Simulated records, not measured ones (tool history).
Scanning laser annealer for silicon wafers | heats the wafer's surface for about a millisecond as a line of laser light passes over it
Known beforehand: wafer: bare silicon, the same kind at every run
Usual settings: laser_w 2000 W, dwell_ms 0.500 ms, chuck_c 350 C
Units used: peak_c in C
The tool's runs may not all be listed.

run   hour  laser_w  dwell_ms  chuck_c  peak_c
  1    0.0     2000     0.500      350    1146
  2   34.8     2000     0.500      350    1147
  3   72.2     2000     0.397      350    1063
  4   97.9     2000     0.585      350    1199
     108.3  -- window over the wafer cleaned
  5  139.6     2000     0.585      350    1233
  6  198.7     2000     0.500      350    1169
  7  240.1     2000     0.500      350    1163
  8  272.4     2000     0.500      350    1158
  9  325.7     2000     0.500      350    1152
 10  376.8     2000     0.500      350    1147
 11  420.8     2000     0.500      350    1140
 12  445.3     1779     0.500      350    1039
 13  477.2     1783     0.500      350    1036
 14  502.0     1783     0.500      350    1035
     513.5  -- window over the wafer cleaned
 15  562.7     1783     0.500      350    1063
 16  595.8     1809     0.358      387    1009
 17  648.4     1851     0.600      350    1154
 18  696.9     2000     0.559      378    1224
 19  721.9     1950     0.500      350    1126
 20  762.3     1950     0.497      363    1133
 21  790.5     2000     0.384      385    1089
 22  822.1     1850     0.468      324    1025
 23  849.5     1850     0.468      324    1018
 24  902.1     2000     0.609      350    1204
     918.6  -- window over the wafer cleaned
 25  930.2     2000     0.358      310    1007

Run 26 has not been measured yet. What should we expect?
 26  966.9     2000     0.358      310       ?

peak_c: 1003 C
Had the tool carried no hidden state, the very same run would have given peak_c 1020 C.
